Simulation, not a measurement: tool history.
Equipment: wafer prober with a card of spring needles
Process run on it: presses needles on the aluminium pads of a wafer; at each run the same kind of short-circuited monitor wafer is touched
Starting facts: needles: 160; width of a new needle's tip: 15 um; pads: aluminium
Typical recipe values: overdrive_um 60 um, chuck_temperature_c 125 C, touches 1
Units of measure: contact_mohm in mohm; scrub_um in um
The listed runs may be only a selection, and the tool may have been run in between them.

run,hour,overdrive_um,chuck_temperature_c,touches,contact_mohm,scrub_um
1,0,60,125,1,236,7.27
# hour 2.7: tips cleaned on abrasive film
2,9,60,125,1,237,7.28
3,17.9,43,125,1,246,5.2
# hour 20.2: tips cleaned on abrasive film
4,31.5,43,125,1,240,5.23
# hour 36.8: tips cleaned on abrasive film
5,39.5,43,125,1,247,5.21
6,50.4,43,125,1,245,5.22
# hour 53.9: tips cleaned on abrasive film
# hour 54.2: height of the first contact set anew
7,57,60,125,1,238,7.26
8,69.6,60,125,1,235,7.3
# hour 70.6: tips cleaned on abrasive film
9,78.9,60,125,1,235,7.27
# hour 87.5: tips cleaned on abrasive film
10,90.3,60,78,1,222,7.3
11,95.9,60,78,1,223,7.29
# hour 103.9: tips cleaned on abrasive film
12,104.3,60,125,1,237,7.29
13,113.8,60,125,1,237,7.25
# hour 121.5: tips cleaned on abrasive film
14,127.6,60,125,1,239,7.29
15,134.9,63,125,1,239,7.65
# hour 138.2: tips cleaned on abrasive film
16,146.1,60,26,1,211,7.25
# hour 154.8: tips cleaned on abrasive film
17,158.7,60,125,1,237,7.27
18,169.3,60,125,1,237,7.27
# hour 171.1: tips cleaned on abrasive film
19,178.3,53,26,1,213,6.42
# hour 187.8: tips cleaned on abrasive film
20,187.8,79,26,2,204,9.58
# hour 193.7: height of the first contact set anew
21,193.7,60,125,1,235,7.27
22,203.9,52,45,2,215,6.31
# hour 204.8: tips cleaned on abrasive film
23,216,52,45,2,215,6.32
# hour 221.8: tips cleaned on abrasive film
24,227.7,52,45,2,222,6.31
25,236.4,52,45,2,220,6.31
# hour 238.2: tips cleaned on abrasive film
26,248.3,55,32,1,217,6.69
# hour 254.8: tips cleaned on abrasive film
27,255.2,55,32,1,214,6.67
28,262.5,42,94,1,239,5.11
29,269.3,42,94,1,236,5.11
# hour 271.3: tips cleaned on abrasive film
30,278.3,62,125,1,235,7.52
# hour 288.6: tips cleaned on abrasive film
31,290.4,46,101,1,241,5.58
32,298.3,60,59,1,217,7.29
# hour 305.4: tips cleaned on abrasive film
33,305.8,46,100,1,240,5.58
34,312.7,46,100,1,237,5.59
# hour 321.8: tips cleaned on abrasive film
35,324.3,60,110,1,231,7.28

Here are 3 independent what-if runs from the current tool condition. What would each one return?
# hour 333.8: height of the first contact set anew
A,337.9,60,36,2,?,?
# hour 333.8: height of the first contact set anew
B,337.9,50,56,1,?,?
# hour 333.8: height of the first contact set anew
C,337.9,79,50,2,?,?

run,contact_mohm,scrub_um
A,213,7.29
B,222,6.1
C,211,9.59
Had the tool no hidden state, the same runs would have come out as:
run,contact_mohm,scrub_um
A,213,7.29
B,221,6.1
C,211,9.59
